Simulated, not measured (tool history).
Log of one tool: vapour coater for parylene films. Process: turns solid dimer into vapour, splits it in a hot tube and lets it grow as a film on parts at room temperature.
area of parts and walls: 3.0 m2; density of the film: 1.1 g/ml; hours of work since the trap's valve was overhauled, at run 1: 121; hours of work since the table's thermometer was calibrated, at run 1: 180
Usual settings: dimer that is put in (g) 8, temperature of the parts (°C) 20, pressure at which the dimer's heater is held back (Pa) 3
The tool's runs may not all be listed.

run	day	dimer that is put in (g)	temperature of the parts (°C)	pressure at which the dimer's heater is held back (Pa)	hours of work since the trap's valve was overhauled	hours of work since the table's thermometer was calibrated	thickness of the film (nm)
1	0	8	20	3	121	180	1240
2	1.133	8	20	3	132	191	1230
3	2.846	8	20	3	150	209	1210
4	3.721	8	20	3	158	217	1230
5	5.354	11	20	3	175	234	1720
6	6.229	11	20	3	184	243	1730
7	7.354	8	18	3	195	254	1310
8	8.85	8	18	3	211	269	1260
9	9.992	8	18	3	222	281	1270
10	11.392	8	18	3	236	295	1280
# day 12.45: trap's valve overhauled
11	13.225	8	20	3.51	8	312	1210
12	14.738	5	20	3	23	328	780
13	16.425	13	20	3	40	345	2010
14	17.408	13	20	3	50	355	2020
15	18.904	8	15	3	66	370	1390
16	20.421	8	20	3	81	385	1230
17	22.038	8	20	3	97	402	1220
18	23.354	8	20	3	111	415	1200
19	25.192	8	20	3	129	434	1220
20	27.088	8	26	3	149	453	1020
21	28.992	8	26	3	168	472	1060
22	30.867	8	20	4.94	187	491	1150
23	31.712	8	20	4.94	195	500	1170
24	33.5	8	20	3	214	518	1220
25	35.179	6	27	3.33	231	535	780
# day 36.821: trap's valve overhauled
26	37.262	10	27	3.32	4	554	1310
27	38.538	6	27	11.82	17	567	630
28	39.629	6	27	11.82	28	578	650
29	41.092	6	27	11.82	43	593	640
30	42.754	10	27	2.06	60	610	1380
31	43.988	6	13	3	73	623	1090
32	45.058	7	23	3	84	633	1000
33	46.062	7	23	3	94	644	990
34	47.95	5	20	3.87	113	663	710
35	49.421	5	14	3.87	128	678	890
36	50.704	7	27	5.85	141	691	830
37	51.975	7	27	5.85	154	704	840
38	53.779	7	27	5.85	172	722	840
39	55.408	5	14	5.85	189	739	800
40	56.9	5	14	5.85	204	754	820
41	58.529	5	14	5.85	220	770	830
42	60.408	5	17	7.04	239	789	750
# day 61.242: trap's valve overhauled
43	61.646	8	32	8.7	4	800	790
44	63.558	7	29	8.7	24	820	730
45	65.117	7	29	8.7	39	835	750
46	67.038	7	29	8.7	59	855	750
47	68.562	8	20	10.91	74	870	1070
48	70.154	8	20	2.87	90	886	1250

Forecast each of these 3 alternatives for the next run:
A	71.442	4	20	6.5	104	900	?
B	71.442	6	12	11.39	104	900	?
C	71.442	5	26	3	104	900	?

run	thickness of the film (nm)
A	590
B	960
C	660
Without the tool's hidden state the same runs would have given:
run	thickness of the film (nm)
A	590
B	960
C	660
